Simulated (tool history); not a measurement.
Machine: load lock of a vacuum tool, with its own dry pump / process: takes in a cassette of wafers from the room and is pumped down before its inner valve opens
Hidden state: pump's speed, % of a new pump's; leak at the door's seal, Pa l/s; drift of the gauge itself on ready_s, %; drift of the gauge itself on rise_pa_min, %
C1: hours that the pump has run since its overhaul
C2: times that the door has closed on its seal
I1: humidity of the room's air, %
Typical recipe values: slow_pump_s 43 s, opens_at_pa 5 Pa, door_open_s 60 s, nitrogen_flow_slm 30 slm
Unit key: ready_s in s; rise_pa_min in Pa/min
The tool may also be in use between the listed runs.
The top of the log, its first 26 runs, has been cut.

Run 27, day 81.346: usual settings but door_open_s 67 s, nitrogen_flow_slm 23 slm; C1 3477; C2 28805; I1 46.2. Result: ready_s 84.5 s, rise_pa_min 0.11 Pa/min.
Run 28, day 84.496: usual settings but door_open_s 67 s, nitrogen_flow_slm 23 slm; C1 3553; C2 29165; I1 42.9. Result: ready_s 84.6 s, rise_pa_min 0.109 Pa/min.
Run 29, day 88.979: usual settings but slow_pump_s 55 s, nitrogen_flow_slm 15 slm; C1 3660; C2 29677; I1 43.2. Result: ready_s 91.1 s, rise_pa_min 0.122 Pa/min.
Run 30, day 93.138: usual settings but slow_pump_s 71 s, opens_at_pa 9 Pa, nitrogen_flow_slm 15 slm; C1 3760; C2 30153; I1 43.6. Result: ready_s 100.5 s, rise_pa_min 0.122 Pa/min.
Run 31, day 97.788: usual settings but slow_pump_s 71 s, opens_at_pa 9 Pa, nitrogen_flow_slm 15 slm; C1 3872; C2 30685; I1 47.8. Result: ready_s 101.8 s, rise_pa_min 0.122 Pa/min.
Run 32, day 100.367: usual settings but slow_pump_s 51 s, door_open_s 53 s; C1 3934; C2 30979; I1 45.8. Result: ready_s 90.2 s, rise_pa_min 0.118 Pa/min.
Run 33, day 104.504: usual settings but slow_pump_s 51 s, door_open_s 53 s; C1 4033; C2 31452; I1 41.3. Result: ready_s 90.3 s, rise_pa_min 0.114 Pa/min.
Run 34, day 106.717: usual settings but slow_pump_s 36 s, opens_at_pa 9 Pa, door_open_s 53 s, nitrogen_flow_slm 10 slm; C1 4086; C2 31706; I1 44.6. Result: ready_s 75.3 s, rise_pa_min 0.129 Pa/min.
Run 35, day 111.138: usual settings but slow_pump_s 36 s, opens_at_pa 9 Pa, door_open_s 121 s, nitrogen_flow_slm 6 slm; C1 4192; C2 32211; I1 43.6. Result: ready_s 76.5 s, rise_pa_min 0.165 Pa/min.
Run 36, day 113.996: usual settings but slow_pump_s 36 s, opens_at_pa 9 Pa, door_open_s 121 s, nitrogen_flow_slm 6 slm; C1 4261; C2 32538; I1 46. Result: ready_s 75.9 s, rise_pa_min 0.168 Pa/min.
Run 37, day 116.708: usual settings but slow_pump_s 36 s, opens_at_pa 6 Pa, door_open_s 232 s, nitrogen_flow_slm 23 slm; C1 4326; C2 32848; I1 45.8. Result: ready_s 78.8 s, rise_pa_min 0.166 Pa/min.

4 ways to go on from here, each from the tool as it stands after run 37. What would each give?
Run A, day 121.058: usual settings but slow_pump_s 36 s, opens_at_pa 6 Pa, nitrogen_flow_slm 13 slm; C1 4430; C2 33345; I1 44.1. Result: ready_s ?, rise_pa_min ?.
Run B, day 121.058: usual settings but slow_pump_s 36 s, opens_at_pa 8 Pa, door_open_s 232 s, nitrogen_flow_slm 15 slm; C1 4430; C2 33345; I1 46.2. Result: ready_s ?, rise_pa_min ?.
Run C, day 121.058: usual settings but door_open_s 150 s, nitrogen_flow_slm 12 slm; C1 4430; C2 33345; I1 43.2. Result: ready_s ?, rise_pa_min ?.
Run D, day 121.058: usual settings but slow_pump_s 36 s, opens_at_pa 6 Pa, door_open_s 199 s, nitrogen_flow_slm 23 slm; C1 4430; C2 33345; I1 47.3. Result: ready_s ?, rise_pa_min ?.

run  ready_s  rise_pa_min
  A     78.5        0.142
  B     76.5        0.173
  C     84.8        0.157
  D     77.9         0.16
Take away the tool's hidden state, keep each run's random variation, and the runs would have read:
run  ready_s  rise_pa_min
  A     75.3        0.031
  B     73.5        0.062
  C     81.6        0.048
  D     74.8        0.049
